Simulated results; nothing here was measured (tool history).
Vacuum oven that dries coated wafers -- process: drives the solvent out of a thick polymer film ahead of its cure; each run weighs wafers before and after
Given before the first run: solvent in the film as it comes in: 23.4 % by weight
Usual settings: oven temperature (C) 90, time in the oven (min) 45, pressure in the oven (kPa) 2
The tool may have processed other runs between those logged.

Run 1, hour 0: usual settings. Result: solvent left in the film (%) 1.87.
Run 2, hour 23.4: usual settings but pressure in the oven (kPa) 1.85. Result: solvent left in the film (%) 1.83.
Run 3, hour 71: usual settings. Result: solvent left in the film (%) 1.91.
Run 4, hour 94.7: usual settings. Result: solvent left in the film (%) 1.85.
Run 5, hour 118.4: usual settings but time in the oven (min) 22. Result: solvent left in the film (%) 5.17.
Run 6, hour 153.8: usual settings but time in the oven (min) 22. Result: solvent left in the film (%) 5.18.
Run 7, hour 205.6: usual settings but time in the oven (min) 59. Result: solvent left in the film (%) 1.32.
At hour 212.7: oven's thermocouples calibrated.
Run 8, hour 230.7: usual settings but time in the oven (min) 59. Result: solvent left in the film (%) 1.33.
Run 9, hour 267: usual settings but time in the oven (min) 59, pressure in the oven (kPa) 4.45. Result: solvent left in the film (%) 2.36.
Run 10, hour 305.6: usual settings but oven temperature (C) 76, time in the oven (min) 59, pressure in the oven (kPa) 4.45. Result: solvent left in the film (%) 6.15.
Run 11, hour 335.6: usual settings but time in the oven (min) 63. Result: solvent left in the film (%) 1.25.
Run 12, hour 390.1: usual settings but oven temperature (C) 88, time in the oven (min) 63. Result: solvent left in the film (%) 1.55.
Run 13, hour 433.7: usual settings but oven temperature (C) 88, time in the oven (min) 63. Result: solvent left in the film (%) 1.46.
Run 14, hour 484.2: usual settings but oven temperature (C) 88, time in the oven (min) 63. Result: solvent left in the film (%) 1.4.
At hour 488.6: vacuum gauge cleaned of residue and calibrated.
Run 15, hour 540.3: usual settings but oven temperature (C) 88, time in the oven (min) 63. Result: solvent left in the film (%) 1.59.
Run 16, hour 589.9: usual settings but oven temperature (C) 88, time in the oven (min) 63. Result: solvent left in the film (%) 1.63.
Run 17, hour 618.5: usual settings but oven temperature (C) 84, time in the oven (min) 43, pressure in the oven (kPa) 5.56. Result: solvent left in the film (%) 5.4.
Run 18, hour 652: usual settings but time in the oven (min) 57, pressure in the oven (kPa) 3.54. Result: solvent left in the film (%) 2.07.
At hour 667.6: vacuum gauge cleaned of residue and calibrated, once more.
Run 19, hour 705: usual settings but time in the oven (min) 57, pressure in the oven (kPa) 3.54. Result: solvent left in the film (%) 1.98.
Run 20, hour 735.5: usual settings but time in the oven (min) 57, pressure in the oven (kPa) 3.54. Result: solvent left in the film (%) 2.03.
Run 21, hour 761.2: usual settings but time in the oven (min) 57, pressure in the oven (kPa) 3.54. Result: solvent left in the film (%) 1.89.
Run 22, hour 790.6: usual settings but time in the oven (min) 57, pressure in the oven (kPa) 3.54. Result: solvent left in the film (%) 1.96.
Run 23, hour 833.4: usual settings but time in the oven (min) 75. Result: solvent left in the film (%) 0.99.
Run 24, hour 859.6: usual settings but oven temperature (C) 96, time in the oven (min) 25, pressure in the oven (kPa) 4.33. Result: solvent left in the film (%) 3.33.
Run 25, hour 900.1: usual settings but oven temperature (C) 89, time in the oven (min) 54. Result: solvent left in the film (%) 1.5.
Run 26, hour 955.5: usual settings but oven temperature (C) 93, time in the oven (min) 56, pressure in the oven (kPa) 7.97. Result: solvent left in the film (%) 3.32.
Run 27, hour 979.4: usual settings but time in the oven (min) 57. Result: solvent left in the film (%) 1.27.
Run 28, hour 1003.1: usual settings but time in the oven (min) 34. Result: solvent left in the film (%) 2.82.

Branching from run 28: 4 alternative next runs. What would each branch give?
Run A, hour 1030.9: usual settings but oven temperature (C) 100, time in the oven (min) 31, pressure in the oven (kPa) 3.23. Result: solvent left in the film (%) ?.
Run B, hour 1030.9: usual settings but oven temperature (C) 77, pressure in the oven (kPa) 2.04. Result: solvent left in the film (%) ?.
Run C, hour 1030.9: usual settings but oven temperature (C) 89, time in the oven (min) 25, pressure in the oven (kPa) 7.84. Result: solvent left in the film (%) ?.
Run D, hour 1030.9: usual settings but pressure in the oven (kPa) 1.06. Result: solvent left in the film (%) ?.

run  solvent left in the film (%)
  A                          1.57
  B                          5.98
  C                          7.13
  D                           1.4
The same runs, with their run-to-run variation unchanged, on a tool lacking any hidden condition would have given:
run  solvent left in the film (%)
  A                          1.44
  B                          5.59
  C                          6.76
  D                          1.22
